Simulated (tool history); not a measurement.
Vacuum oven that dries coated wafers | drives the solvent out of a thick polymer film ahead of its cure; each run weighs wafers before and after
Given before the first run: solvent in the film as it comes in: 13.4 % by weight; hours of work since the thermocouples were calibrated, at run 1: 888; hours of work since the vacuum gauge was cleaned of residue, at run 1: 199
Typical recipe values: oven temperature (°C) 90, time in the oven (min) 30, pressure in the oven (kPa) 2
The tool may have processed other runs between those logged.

| run | day | oven temperature (°C) | time in the oven (min) | pressure in the oven (kPa) | hours of work since the thermocouples were calibrated | hours of work since the vacuum gauge was cleaned of residue | solvent left in the film (%) |
|---|---|---|---|---|---|---|---|
| 1 | 0 | 90 | 30 | 2 | 888 | 199 | 1.81 |
| 2 | 1.196 | 90 | 30 | 2 | 903 | 213 | 1.85 |
| 3 | 2.25 | 90 | 30 | 2 | 915 | 226 | 1.83 |
| 4 | 3.346 | 90 | 30 | 2 | 928 | 239 | 1.83 |
| 5 | 4.346 | 90 | 30 | 2 | 940 | 251 | 1.84 |
| 6 | 5.504 | 78 | 30 | 2 | 954 | 265 | 3.72 |
| 7 | 6.704 | 90 | 30 | 2 | 969 | 279 | 1.81 |
| 8 | 7.821 | 90 | 30 | 2 | 982 | 293 | 1.84 |
| 9 | 8.654 | 90 | 30 | 2 | 992 | 303 | 1.83 |
| 10 | 9.708 | 90 | 30 | 2 | 1005 | 316 | 1.83 |
| 11 | 10.729 | 90 | 30 | 2 | 1017 | 328 | 1.83 |
| 12 | 11.758 | 90 | 30 | 1.98 | 1029 | 340 | 1.82 |
| 13 | 12.567 | 90 | 40 | 1.98 | 1039 | 350 | 1.21 |
| 14 | 13.871 | 90 | 30 | 2 | 1055 | 365 | 1.8 |
| 15 | 14.525 | 90 | 30 | 2 | 1063 | 373 | 1.83 |
| 16 | 15.854 | 102 | 30 | 2 | 1079 | 389 | 0.77 |
| 17 | 17.067 | 102 | 30 | 2 | 1093 | 404 | 0.75 |
| 18 | 18.246 | 102 | 30 | 2 | 1107 | 418 | 0.75 |
| 19 | 19.421 | 102 | 30 | 2 | 1122 | 432 | 0.74 |
| 20 | 20.392 | 102 | 30 | 2 | 1133 | 444 | 0.75 |
| 21 | 21.4 | 102 | 30 | 2 | 1145 | 456 | 0.77 |
|  | 22.517 | oven's thermocouples calibrated |
| 22 | 22.704 | 102 | 30 | 2 | 2 | 471 | 0.76 |
| 23 | 23.454 | 79 | 16 | 1.11 | 11 | 480 | 5.57 |
| 24 | 24.542 | 90 | 18 | 2 | 24 | 493 | 3.48 |
| 25 | 25.825 | 90 | 18 | 3.27 | 40 | 508 | 3.75 |
|  | 26.004 | vacuum gauge cleaned of residue and calibrated |
| 26 | 26.85 | 90 | 18 | 5.85 | 51 | 10 | 4.39 |
| 27 | 27.525 | 81 | 18 | 5.03 | 59 | 18 | 5.88 |
| 28 | 28.775 | 85 | 16 | 2.48 | 74 | 33 | 4.88 |
| 29 | 29.95 | 85 | 16 | 2.48 | 89 | 47 | 4.93 |
|  | 30.108 | vacuum gauge cleaned of residue and calibrated, once more |
| 30 | 31.292 | 99 | 54 | 1.85 | 104 | 14 | 0.44 |
| 31 | 32.471 | 99 | 54 | 1.85 | 118 | 28 | 0.41 |
| 32 | 33.075 | 99 | 23 | 1.85 | 125 | 36 | 1.39 |
| 33 | 33.917 | 101 | 21 | 1.85 | 135 | 46 | 1.42 |
| 34 | 34.629 | 86 | 21 | 1.85 | 144 | 54 | 3.51 |
| 35 | 36.033 | 86 | 21 | 1.85 | 161 | 71 | 3.5 |
| 36 | 37.162 | 98 | 38 | 2 | 174 | 85 | 0.7 |
| 37 | 38.329 | 80 | 51 | 4.96 | 188 | 99 | 2.91 |
| 38 | 39.479 | 80 | 51 | 4.96 | 202 | 113 | 2.9 |
| 39 | 40.775 | 87 | 26 | 4.91 | 218 | 128 | 3.4 |
| 40 | 41.575 | 77 | 21 | 2.62 | 227 | 138 | 5.36 |
| 41 | 42.596 | 80 | 52 | 6.89 | 240 | 150 | 3.62 |
| 42 | 43.217 | 80 | 52 | 6.89 | 247 | 157 | 3.61 |
| 43 | 44.088 | 87 | 19 | 2.73 | 258 | 168 | 3.93 |
| 44 | 44.975 | 90 | 21 | 4.11 | 268 | 179 | 3.37 |

Consider 5 possible next runs. They are alternatives, not a sequence: every one starts from the tool as it was left by run 44. What does each give?
| A | 45.633 | 98 | 48 | 4.3 | 276 | 186 | ? |
| B | 45.633 | 85 | 19 | 1.21 | 276 | 186 | ? |
| C | 45.633 | 98 | 30 | 2 | 276 | 186 | ? |
| D | 45.633 | 97 | 33 | 3.1 | 276 | 186 | ? |
| E | 45.633 | 95 | 21 | 1.29 | 276 | 186 | ? |

| run | solvent left in the film (%) |
|---|---|
| A | 1 |
| B | 3.86 |
| C | 1.01 |
| D | 1.15 |
| E | 2.01 |
Without the tool's unlogged condition, the same runs would have read:
| run | solvent left in the film (%) |
|---|---|
| A | 1 |
| B | 3.89 |
| C | 1.02 |
| D | 1.15 |
| E | 2.03 |

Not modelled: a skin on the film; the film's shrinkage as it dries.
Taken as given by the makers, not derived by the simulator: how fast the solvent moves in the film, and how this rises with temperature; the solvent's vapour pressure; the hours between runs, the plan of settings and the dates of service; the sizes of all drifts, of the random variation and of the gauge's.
